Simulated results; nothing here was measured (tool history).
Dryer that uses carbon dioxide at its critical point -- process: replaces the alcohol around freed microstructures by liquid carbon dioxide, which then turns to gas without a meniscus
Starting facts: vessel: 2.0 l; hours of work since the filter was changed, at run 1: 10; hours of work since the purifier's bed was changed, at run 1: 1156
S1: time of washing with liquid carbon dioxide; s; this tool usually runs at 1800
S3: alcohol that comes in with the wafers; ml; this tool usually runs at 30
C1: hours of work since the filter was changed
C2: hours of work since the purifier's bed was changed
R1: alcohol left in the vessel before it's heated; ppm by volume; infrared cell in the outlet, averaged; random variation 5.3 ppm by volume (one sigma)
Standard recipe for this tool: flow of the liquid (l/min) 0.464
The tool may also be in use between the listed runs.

run 1 hour=0.0 | S1=1800 flow_of_the_liquid_(l/min)=0.464 S3=30 | C1=10 C2=1156 | R1=367
run 2 hour=72.9 | S1=1800 flow_of_the_liquid_(l/min)=0.464 S3=30 | C1=47 C2=1193 | R1=368
run 3 hour=117.6 | S1=1800 flow_of_the_liquid_(l/min)=0.464 S3=30 | C1=70 C2=1216 | R1=372
run 4 hour=186.8 | S1=1800 flow_of_the_liquid_(l/min)=0.464 S3=30 | C1=106 C2=1252 | R1=390
-- hour=206.4 purifier's bed changed
run 5 hour=259.7 | S1=1800 flow_of_the_liquid_(l/min)=0.464 S3=25 | C1=142 C2=27 | R1=116
run 6 hour=332.5 | S1=1800 flow_of_the_liquid_(l/min)=0.716 S3=30 | C1=179 C2=65 | R1=25
run 7 hour=383.3 | S1=1800 flow_of_the_liquid_(l/min)=0.716 S3=30 | C1=205 C2=91 | R1=41
run 8 hour=425.7 | S1=1800 flow_of_the_liquid_(l/min)=0.716 S3=30 | C1=227 C2=113 | R1=36
run 9 hour=470.5 | S1=1800 flow_of_the_liquid_(l/min)=0.716 S3=30 | C1=250 C2=136 | R1=46
run 10 hour=540.0 | S1=1140 flow_of_the_liquid_(l/min)=0.464 S3=30 | C1=286 C2=172 | R1=862
run 11 hour=598.1 | S1=1140 flow_of_the_liquid_(l/min)=0.464 S3=30 | C1=316 C2=201 | R1=870
run 12 hour=664.5 | S1=1800 flow_of_the_liquid_(l/min)=0.729 S3=30 | C1=350 C2=236 | R1=64
run 13 hour=704.7 | S1=1800 flow_of_the_liquid_(l/min)=0.729 S3=30 | C1=370 C2=256 | R1=75
run 14 hour=777.9 | S1=1800 flow_of_the_liquid_(l/min)=0.729 S3=30 | C1=408 C2=294 | R1=82
run 15 hour=832.3 | S1=1800 flow_of_the_liquid_(l/min)=0.615 S3=30 | C1=436 C2=322 | R1=106
run 16 hour=893.7 | S1=1260 flow_of_the_liquid_(l/min)=0.533 S3=32 | C1=468 C2=353 | R1=568
run 17 hour=937.3 | S1=1680 flow_of_the_liquid_(l/min)=0.317 S3=54 | C1=490 C2=376 | R1=1761
run 18 hour=989.3 | S1=1800 flow_of_the_liquid_(l/min)=0.460 S3=30 | C1=517 C2=403 | R1=318
run 19 hour=1062.1 | S1=1800 flow_of_the_liquid_(l/min)=0.460 S3=30 | C1=554 C2=440 | R1=332
-- hour=1103.1 inlet filter changed
run 20 hour=1105.2 | S1=1440 flow_of_the_liquid_(l/min)=0.389 S3=25 | C1=1 C2=462 | R1=551
run 21 hour=1157.1 | S1=1620 flow_of_the_liquid_(l/min)=0.464 S3=22 | C1=28 C2=488 | R1=238
run 22 hour=1229.2 | S1=1320 flow_of_the_liquid_(l/min)=0.704 S3=22 | C1=65 C2=525 | R1=183
run 23 hour=1276.9 | S1=1800 flow_of_the_liquid_(l/min)=0.281 S3=48 | C1=89 C2=550 | R1=1396
run 24 hour=1347.4 | S1=1800 flow_of_the_liquid_(l/min)=0.464 S3=29 | C1=126 C2=586 | R1=264
run 25 hour=1387.4 | S1=1800 flow_of_the_liquid_(l/min)=0.776 S3=36 | C1=146 C2=607 | R1=144
run 26 hour=1447.6 | S1=1320 flow_of_the_liquid_(l/min)=0.335 S3=36 | C1=177 C2=638 | R1=1633
run 27 hour=1519.2 | S1=2520 flow_of_the_liquid_(l/min)=0.464 S3=30 | C1=214 C2=675 | R1=182

For some of the steps in R1 from one run to the next: how much would appear even if the tool had no hidden state, given the settings, what came in and random variation, and how much remains for the hidden state plus any gauge scatter that the measured result and the result without hidden state don't share?
Hidden state present: flow that reaches the vessel past the clogged filter, %; alcohol in the recycled carbon dioxide, ppm; drift of the gauge itself on alcohol_ppm, %.
Run 16 -> 17: S1 1260 -> 1680, flow of the liquid (l/min) 0.533 -> 0.317, S3 32 -> 54. R1 +1193 ppm by volume: hidden state +386, all else +807.
Run 17 -> 18: S1 1680 -> 1800, flow of the liquid (l/min) 0.317 -> 0.460, S3 54 -> 30. R1 -1443 ppm by volume: hidden state -458, all else -985.
Run 25 -> 26: S1 1800 -> 1320, flow of the liquid (l/min) 0.776 -> 0.335. R1 +1489 ppm by volume: hidden state +197, all else +1292.
Run 26 -> 27: S1 1320 -> 2520, flow of the liquid (l/min) 0.335 -> 0.464, S3 36 -> 30. R1 -1451 ppm by volume: hidden state -176, all else -1275.
